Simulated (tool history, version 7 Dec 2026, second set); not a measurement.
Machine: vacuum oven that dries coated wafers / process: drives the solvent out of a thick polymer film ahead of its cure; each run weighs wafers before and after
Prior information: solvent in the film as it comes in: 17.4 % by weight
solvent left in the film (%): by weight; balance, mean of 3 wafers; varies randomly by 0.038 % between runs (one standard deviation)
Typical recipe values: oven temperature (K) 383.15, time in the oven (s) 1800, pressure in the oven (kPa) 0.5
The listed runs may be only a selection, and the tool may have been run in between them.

run,day,oven temperature (K),time in the oven (s),pressure in the oven (kPa),solvent left in the film (%)
1,0,383.15,1800,0.5,2.66
2,1.588,383.15,1800,1.847,4.86
3,3.592,383.15,900,0.5,5.74
4,6.029,372.15,900,0.5,9.13
5,9.358,383.15,960,0.5,5.62
6,12.517,383.15,960,0.5,5.71
7,14.983,383.15,960,0.5,5.64
8,17.171,383.15,1800,0.475,2.85
9,19.379,383.15,1800,0.475,2.87
10,22.421,383.15,1680,0.5,3.28
11,24.292,383.15,1800,0.5,2.94
# day 25.396: oven's thermocouples calibrated
12,26.296,383.15,1800,0.5,2.65
13,29.058,383.15,1800,0.5,2.67
14,32.625,386.15,1140,0.51,3.68
15,35.3,375.15,1140,0.966,7.73
16,36.846,383.15,1800,1.321,4.09
17,38.621,388.15,1440,0.496,2.39
18,40.538,382.15,1020,0.5,5.49
19,42.396,383.15,1080,1.62,6.47
20,45.883,375.15,1800,0.5,5.35
21,48.725,383.15,1080,1.02,5.72
22,51.783,383.15,1260,0.698,4.6
23,54.142,385.15,1260,0.698,4.03
24,55.796,379.15,1800,0.44,3.94
25,58.058,374.15,1380,1.042,7.89

What if the next run were any one of these 5? Each begins from the tool's condition after run 25:
A,61.221,396.15,1380,0.487,?
B,61.221,379.15,1200,0.615,?
C,61.221,393.15,2940,0.49,?
D,61.221,374.15,1380,1.857,?
E,61.221,383.15,1380,1.356,?

run,solvent left in the film (%)
A,1.52
B,6.13
C,1.18
D,9.37
E,5.3
The same runs, with their run-to-run variation unchanged, on a tool lacking any hidden condition would have given:
run,solvent left in the film (%)
A,1.07
B,5.54
C,0.68
D,8.7
E,4.72

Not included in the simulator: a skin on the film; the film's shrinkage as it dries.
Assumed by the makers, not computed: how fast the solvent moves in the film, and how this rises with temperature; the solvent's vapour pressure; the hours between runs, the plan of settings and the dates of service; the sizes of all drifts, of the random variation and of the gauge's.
